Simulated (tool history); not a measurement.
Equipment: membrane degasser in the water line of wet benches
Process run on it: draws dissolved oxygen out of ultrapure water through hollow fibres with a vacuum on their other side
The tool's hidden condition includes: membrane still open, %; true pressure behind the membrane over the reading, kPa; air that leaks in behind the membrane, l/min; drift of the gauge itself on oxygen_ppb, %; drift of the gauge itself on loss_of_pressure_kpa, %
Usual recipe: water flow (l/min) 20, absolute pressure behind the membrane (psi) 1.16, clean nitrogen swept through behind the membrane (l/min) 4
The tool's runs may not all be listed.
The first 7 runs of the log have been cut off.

| run | hour | water flow (l/min) | absolute pressure behind the membrane (psi) | clean nitrogen swept through behind the membrane (l/min) | hours since the membrane was changed | hours since the vacuum gauge was calibrated | hours since the vacuum lines were made tight | dissolved oxygen in the water behind the degasser (ppb) | pressure that the water loses in the fibres (psi) |
|---|---|---|---|---|---|---|---|---|---|
| 8 | 507.4 | 20 | 1.16 | 4 | 4312 | 2365 | 1131 | 67.5 | 8.933 |
| 9 | 554.8 | 20 | 1.16 | 4 | 4360 | 2413 | 1179 | 67.8 | 8.889 |
| 10 | 632.7 | 20 | 1.16 | 4 | 4438 | 2491 | 1257 | 68.1 | 8.901 |
| 11 | 737.3 | 20 | 1.16 | 4 | 4542 | 2595 | 1361 | 68.7 | 8.971 |
| 12 | 834.1 | 15 | 1.16 | 4 | 4639 | 2692 | 1458 | 47.2 | 6.75 |
| 13 | 941.9 | 15 | 1.16 | 4 | 4747 | 2800 | 1566 | 46.4 | 6.693 |
| 14 | 1012 | 20 | 1.16 | 4 | 4817 | 2870 | 1636 | 69 | 8.943 |
| 15 | 1078.1 | 20 | 1.091 | 4 | 4883 | 2936 | 1702 | 63.2 | 9.005 |
| 16 | 1160.6 | 31 | 1.16 | 4 | 4966 | 3019 | 1785 | 159.5 | 13.915 |
| 17 | 1231 | 31 | 1.16 | 4 | 5036 | 3089 | 1855 | 156.5 | 13.982 |
| 18 | 1324.9 | 25 | 1.16 | 7.05 | 5130 | 3183 | 1949 | 70.6 | 11.207 |
| 19 | 1425.4 | 25 | 1.16 | 7.05 | 5230 | 3283 | 2049 | 70.4 | 11.219 |
| 20 | 1514.2 | 25 | 1.16 | 11.75 | 5319 | 3372 | 2138 | 53.4 | 11.224 |
| 21 | 1609.5 | 29 | 1.456 | 2.75 | 5414 | 3467 | 2233 | 218.8 | 13.019 |
| 22 | 1656.8 | 18 | 1.16 | 6.73 | 5462 | 3515 | 2281 | 38.9 | 8.121 |
| 23 | 1723.7 | 18 | 1.16 | 6.73 | 5529 | 3582 | 2348 | 38 | 8.099 |
| 24 | 1797 | 18 | 1.16 | 6.73 | 5602 | 3655 | 2421 | 38 | 8.158 |
| 25 | 1845.2 | 18 | 1.16 | 6.73 | 5650 | 3703 | 2469 | 37.5 | 8.135 |
| 26 | 1942 | 18 | 1.495 | 3.65 | 5747 | 3800 | 2566 | 92.9 | 8.119 |
| 27 | 2025.1 | 13 | 0.998 | 3.91 | 5830 | 3883 | 2649 | 32.8 | 5.864 |
| 28 | 2113.5 | 29 | 0.798 | 8.61 | 5918 | 3971 | 2737 | 73.3 | 13.103 |
| 29 | 2164.7 | 20 | 1.16 | 3.16 | 5970 | 4023 | 2789 | 84.8 | 9.03 |
| 30 | 2255.6 | 20 | 1.16 | 3.16 | 6061 | 4114 | 2879 | 85.9 | 9.033 |
| 31 | 2326.7 | 20 | 1.16 | 3.16 | 6132 | 4185 | 2951 | 86.7 | 9.037 |
| 32 | 2418.5 | 20 | 1.16 | 3.16 | 6223 | 4277 | 3042 | 84.6 | 9.126 |

What if the next run were any one of these 5? Each begins from the tool's condition after run 32:
| A | 2503.2 | 18 | 2.29 | 5.6 | 6308 | 4361 | 3127 | ? | ? |
| B | 2503.2 | 20 | 1.835 | 3.16 | 6308 | 4361 | 3127 | ? | ? |
| C | 2503.2 | 17 | 1.33 | 3.53 | 6308 | 4361 | 3127 | ? | ? |
| D | 2503.2 | 32 | 0.986 | 2.74 | 6308 | 4361 | 3127 | ? | ? |
| E | 2503.2 | 15 | 0.815 | 2.83 | 6308 | 4361 | 3127 | ? | ? |

| run | dissolved oxygen in the water behind the degasser (ppb) | pressure that the water loses in the fibres (psi) |
|---|---|---|
| A | 107.5 | 8.145 |
| B | 159.2 | 9.087 |
| C | 76.4 | 7.664 |
| D | 182.8 | 14.459 |
| E | 35.6 | 6.747 |
The same runs, with their run-to-run variation unchanged, on a tool lacking any hidden condition would have given:
| run | dissolved oxygen in the water behind the degasser (ppb) | pressure that the water loses in the fibres (psi) |
|---|---|---|
| A | 102.3 | 7.761 |
| B | 150.9 | 8.659 |
| C | 71.3 | 7.303 |
| D | 160.2 | 13.78 |
| E | 31.6 | 6.428 |
